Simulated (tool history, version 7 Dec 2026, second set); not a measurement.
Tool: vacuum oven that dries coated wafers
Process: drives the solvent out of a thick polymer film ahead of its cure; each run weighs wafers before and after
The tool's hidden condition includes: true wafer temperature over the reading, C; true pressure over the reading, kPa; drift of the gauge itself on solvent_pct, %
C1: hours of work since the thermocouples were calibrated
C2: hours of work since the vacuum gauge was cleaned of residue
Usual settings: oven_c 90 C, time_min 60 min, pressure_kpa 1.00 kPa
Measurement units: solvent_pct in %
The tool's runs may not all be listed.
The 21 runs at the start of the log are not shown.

-- hour=1561.8 vacuum gauge cleaned of residue and calibrated
run 22 hour=1645.8 | oven_c=90 time_min=32 pressure_kpa=1.00 | C1=1105 C2=42 | solvent_pct=3.24
run 23 hour=1727.1 | oven_c=90 time_min=32 pressure_kpa=1.00 | C1=1146 C2=83 | solvent_pct=3.18
run 24 hour=1779.6 | oven_c=103 time_min=33 pressure_kpa=1.00 | C1=1172 C2=110 | solvent_pct=0.83
run 25 hour=1833.5 | oven_c=103 time_min=33 pressure_kpa=1.00 | C1=1199 C2=137 | solvent_pct=0.90
run 26 hour=1887.0 | oven_c=103 time_min=33 pressure_kpa=1.00 | C1=1226 C2=164 | solvent_pct=0.85
run 27 hour=1978.2 | oven_c=83 time_min=60 pressure_kpa=3.94 | C1=1272 C2=209 | solvent_pct=5.54
run 28 hour=2084.2 | oven_c=85 time_min=66 pressure_kpa=1.00 | C1=1326 C2=263 | solvent_pct=2.35
run 29 hour=2137.3 | oven_c=78 time_min=81 pressure_kpa=1.00 | C1=1352 C2=289 | solvent_pct=3.57
-- hour=2203.4 vacuum gauge cleaned of residue and calibrated, once more
run 30 hour=2231.3 | oven_c=90 time_min=75 pressure_kpa=1.00 | C1=1399 C2=14 | solvent_pct=0.84
run 31 hour=2354.8 | oven_c=90 time_min=75 pressure_kpa=1.00 | C1=1461 C2=76 | solvent_pct=0.88
-- hour=2462.4 oven's thermocouples calibrated
run 32 hour=2462.4 | oven_c=83 time_min=75 pressure_kpa=2.11 | C1=0 C2=129 | solvent_pct=3.67
run 33 hour=2512.9 | oven_c=90 time_min=31 pressure_kpa=3.95 | C1=25 C2=155 | solvent_pct=5.71
run 34 hour=2611.2 | oven_c=84 time_min=58 pressure_kpa=3.98 | C1=75 C2=204 | solvent_pct=5.82
run 35 hour=2664.1 | oven_c=100 time_min=60 pressure_kpa=0.67 | C1=101 C2=231 | solvent_pct=0.47
run 36 hour=2751.7 | oven_c=90 time_min=60 pressure_kpa=0.65 | C1=145 C2=275 | solvent_pct=1.25
run 37 hour=2841.8 | oven_c=88 time_min=60 pressure_kpa=3.21 | C1=191 C2=320 | solvent_pct=3.73
run 38 hour=2951.0 | oven_c=77 time_min=59 pressure_kpa=1.34 | C1=246 C2=375 | solvent_pct=5.89
run 39 hour=3001.4 | oven_c=76 time_min=108 pressure_kpa=1.57 | C1=271 C2=400 | solvent_pct=4.18
run 40 hour=3110.6 | oven_c=90 time_min=60 pressure_kpa=1.84 | C1=326 C2=455 | solvent_pct=2.26
run 41 hour=3179.7 | oven_c=90 time_min=77 pressure_kpa=1.84 | C1=361 C2=490 | solvent_pct=1.89
run 42 hour=3280.8 | oven_c=90 time_min=71 pressure_kpa=1.00 | C1=412 C2=541 | solvent_pct=1.24
run 43 hour=3371.3 | oven_c=100 time_min=36 pressure_kpa=1.00 | C1=457 C2=586 | solvent_pct=1.08
run 44 hour=3485.0 | oven_c=80 time_min=60 pressure_kpa=1.00 | C1=514 C2=644 | solvent_pct=4.33
run 45 hour=3576.6 | oven_c=80 time_min=60 pressure_kpa=1.00 | C1=560 C2=690 | solvent_pct=4.24
run 46 hour=3656.5 | oven_c=94 time_min=67 pressure_kpa=1.15 | C1=601 C2=730 | solvent_pct=1.04

Forecast each of these 5 alternatives for the next run:
run A hour=3738.2 | oven_c=81 time_min=94 pressure_kpa=0.79 | C1=642 C2=771 | solvent_pct=?
run B hour=3738.2 | oven_c=94 time_min=31 pressure_kpa=1.68 | C1=642 C2=771 | solvent_pct=?
run C hour=3738.2 | oven_c=93 time_min=60 pressure_kpa=1.58 | C1=642 C2=771 | solvent_pct=?
run D hour=3738.2 | oven_c=94 time_min=37 pressure_kpa=0.87 | C1=642 C2=771 | solvent_pct=?
run E hour=3738.2 | oven_c=96 time_min=30 pressure_kpa=1.37 | C1=642 C2=771 | solvent_pct=?

run=A solvent_pct=2.28
run=B solvent_pct=2.73
run=C solvent_pct=1.55
run=D solvent_pct=1.82
run=E solvent_pct=2.15
With no hidden state in the tool, these same runs would have given:
run=A solvent_pct=2.26
run=B solvent_pct=2.87
run=C solvent_pct=1.48
run=D solvent_pct=1.89
run=E solvent_pct=2.26
